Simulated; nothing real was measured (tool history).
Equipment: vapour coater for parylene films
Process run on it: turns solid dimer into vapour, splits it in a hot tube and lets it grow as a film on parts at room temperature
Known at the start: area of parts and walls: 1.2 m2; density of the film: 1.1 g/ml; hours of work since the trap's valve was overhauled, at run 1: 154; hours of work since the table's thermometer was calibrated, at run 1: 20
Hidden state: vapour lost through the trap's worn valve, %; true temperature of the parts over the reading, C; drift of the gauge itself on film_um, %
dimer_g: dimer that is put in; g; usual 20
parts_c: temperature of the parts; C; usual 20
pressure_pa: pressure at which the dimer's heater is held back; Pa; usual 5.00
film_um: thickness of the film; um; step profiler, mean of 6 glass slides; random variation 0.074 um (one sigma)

run     day  dimer_g  parts_c  pressure_pa  hours of work since the trap's valve was overhauled  hours of work since the table's thermometer was calibrated  film_um
  1   0.000       20       20         5.00                                                  154                                                          20    10.36
  2   0.317       20       20         5.00                                                  157                                                          23    10.27
  3   0.679       20       20         5.00                                                  161                                                          27    10.35
  4   1.308       20       20         5.00                                                  168                                                          34    10.26
  5   1.596       20       20         3.68                                                  171                                                          37    10.99
  6   2.067       20       20         5.00                                                  175                                                          42    10.25
  7   2.508       20       20         5.00                                                  180                                                          46    10.24
  8   3.025       20       20         5.00                                                  186                                                          52    10.27
  9   3.525       20       20         5.00                                                  191                                                          57    10.27
 10   4.054       20       20         5.00                                                  196                                                          63    10.18
 11   4.683        8       20         5.00                                                  203                                                          69     4.15
 12   5.121       20       20         5.00                                                  207                                                          74    10.18
      5.200  -- table's thermometer calibrated
 13   5.708       20       20         5.00                                                  213                                                           5    10.22
 14   6.279       20       20         5.00                                                  219                                                          11    10.09
 15   6.912       20       20         5.00                                                  226                                                          18    10.00
 16   7.383       20       20         5.00                                                  231                                                          23     9.90
      7.567  -- table's thermometer calibrated, once more
 17   7.750       20       20         5.00                                                  234                                                           2    10.15
 18   8.358       20       20         5.00                                                  240                                                           8    10.18
 19   8.883       20       28         5.00                                                  246                                                          14     8.03
 20   9.471       20       28         5.00                                                  252                                                          20     7.92
 21   9.904       20       28         5.00                                                  256                                                          24     7.92
 22  10.475       20       20         5.00                                                  262                                                          30    10.00
 23  11.008       20       20         5.00                                                  268                                                          36     9.93
 24  11.429       20       20         5.00                                                  272                                                          40    10.03
 25  11.917       20       20         5.00                                                  277                                                          45     9.99
 26  12.350        9       20         5.00                                                  282                                                          50     4.54
 27  12.679       17       23         5.00                                                  285                                                          53     7.70
 28  13.079       23       12        10.67                                                  290                                                          58    12.53
 29  13.608       13       24         6.23                                                  295                                                          63     5.48
 30  14.238       13       24         6.23                                                  302                                                          70     5.46
 31  14.804       10       24         3.01                                                  308                                                          76     4.81
 32  15.146       10       24         3.01                                                  311                                                          79     4.83
 33  15.454       15       20         5.00                                                  314                                                          82     7.44
 34  16.058       15       20         5.00                                                  321                                                          89     7.42
 35  16.683       15       20         5.00                                                  327                                                          95     7.31
 36  17.171       22       20         5.00                                                  332                                                         100    10.74
 37  17.567       18       12         5.00                                                  336                                                         104    11.21
 38  18.192       13       22        11.98                                                  343                                                         111     5.04
 39  18.483       13       18         7.20                                                  346                                                         114     6.27
 40  18.925       13       13         5.00                                                  351                                                         119     7.76
 41  19.217       10       13         7.02                                                  354                                                         122     5.60
     19.658  -- trap's valve overhauled
 42  19.992       10       13         7.02                                                    3                                                         128     6.17
 43  20.538       13       26         6.66                                                    9                                                         134     5.54

Below are 5 alternative next runs, each starting from the tool's condition after run 43. Predict each:
  A  21.129       13       20         6.66                                                   15                                                         140        ?
  B  21.129       15       27         2.56                                                   15                                                         140        ?
  C  21.129       13       17         6.66                                                   15                                                         140        ?
  D  21.129       10       26         6.66                                                   15                                                         140        ?
  E  21.129        8       20         7.86                                                   15                                                         140        ?

run  film_um
  A     6.69
  B     7.42
  C     7.23
  D     4.26
  E     3.98
Take away the tool's hidden state, keep each run's random variation, and the runs would have read:
run  film_um
  A     6.77
  B     7.50
  C     7.32
  D     4.31
  E     4.03
